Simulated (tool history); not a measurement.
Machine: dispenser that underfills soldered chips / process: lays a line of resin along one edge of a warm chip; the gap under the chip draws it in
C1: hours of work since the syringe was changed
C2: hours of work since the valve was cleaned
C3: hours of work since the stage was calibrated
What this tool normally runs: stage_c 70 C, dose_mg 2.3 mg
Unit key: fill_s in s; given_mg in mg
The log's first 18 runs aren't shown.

-- hour=168 new syringe of resin
run 19 hour=174.9 | stage_c=57 dose_mg=2.85 | C1=5 C2=23 C3=119 | fill_s=26.4 given_mg=2.773
-- hour=177.3 new syringe of resin
-- hour=186.2 new syringe of resin
run 20 hour=186.4 | stage_c=74 dose_mg=2.04 | C1=0 C2=31 C3=127 | fill_s=10.2 given_mg=1.992
-- hour=194.6 new syringe of resin
run 21 hour=194.6 | stage_c=82 dose_mg=2.3 | C1=0 C2=38 C3=134 | fill_s=7.6 given_mg=2.22
-- hour=203.2 new syringe of resin
run 22 hour=203.2 | stage_c=82 dose_mg=2.3 | C1=0 C2=44 C3=140 | fill_s=7.6 given_mg=2.216
-- hour=211.7 new syringe of resin
run 23 hour=211.7 | stage_c=81 dose_mg=2.65 | C1=0 C2=50 C3=146 | fill_s=7.8 given_mg=2.54
-- hour=220.3 new syringe of resin
run 24 hour=220.3 | stage_c=81 dose_mg=2.65 | C1=0 C2=57 C3=153 | fill_s=7.5 given_mg=2.507
-- hour=229.2 new syringe of resin
run 25 hour=232.4 | stage_c=56 dose_mg=2.5 | C1=2 C2=66 C3=162 | fill_s=22.9 given_mg=2.334
-- hour=238.2 new syringe of resin
run 26 hour=239 | stage_c=56 dose_mg=2.5 | C1=1 C2=71 C3=167 | fill_s=20.2 given_mg=2.336
-- hour=241.4 dispensing valve cleaned and set on the balance
-- hour=248.5 new syringe of resin
run 27 hour=252.9 | stage_c=62 dose_mg=2.92 | C1=3 C2=9 C3=177 | fill_s=18.9 given_mg=2.881
-- hour=257.8 new syringe of resin
run 28 hour=259 | stage_c=62 dose_mg=2.92 | C1=1 C2=13 C3=182 | fill_s=15.6 given_mg=2.883
run 29 hour=264.8 | stage_c=62 dose_mg=2.92 | C1=5 C2=18 C3=186 | fill_s=22.5 given_mg=2.867
-- hour=266.6 new syringe of resin
-- hour=275.3 new syringe of resin
run 30 hour=276.4 | stage_c=66 dose_mg=2.39 | C1=1 C2=27 C3=195 | fill_s=13.6 given_mg=2.323

Forecast each of these 5 alternatives for the next run:
-- hour=284.3 new syringe of resin
run A hour=289.1 | stage_c=71 dose_mg=2.36 | C1=4 C2=36 C3=205 | fill_s=? given_mg=?
-- hour=284.3 new syringe of resin
run B hour=289.1 | stage_c=70 dose_mg=2.42 | C1=4 C2=36 C3=205 | fill_s=? given_mg=?
-- hour=284.3 new syringe of resin
run C hour=289.1 | stage_c=62 dose_mg=2.47 | C1=4 C2=36 C3=205 | fill_s=? given_mg=?
-- hour=284.3 new syringe of resin
run D hour=289.1 | stage_c=69 dose_mg=2.92 | C1=4 C2=36 C3=205 | fill_s=? given_mg=?
-- hour=284.3 new syringe of resin
run E hour=289.1 | stage_c=66 dose_mg=2.3 | C1=4 C2=36 C3=205 | fill_s=? given_mg=?

run=A fill_s=14.2 given_mg=2.271
run=B fill_s=15.1 given_mg=2.331
run=C fill_s=20.3 given_mg=2.374
run=D fill_s=15.5 given_mg=2.811
run=E fill_s=17.5 given_mg=2.221
Without the tool's unlogged condition, the same runs would have read:
run=A fill_s=10.6 given_mg=2.36
run=B fill_s=11.5 given_mg=2.423
run=C fill_s=15.4 given_mg=2.468
run=D fill_s=11.7 given_mg=2.922
run=E fill_s=13.1 given_mg=2.308
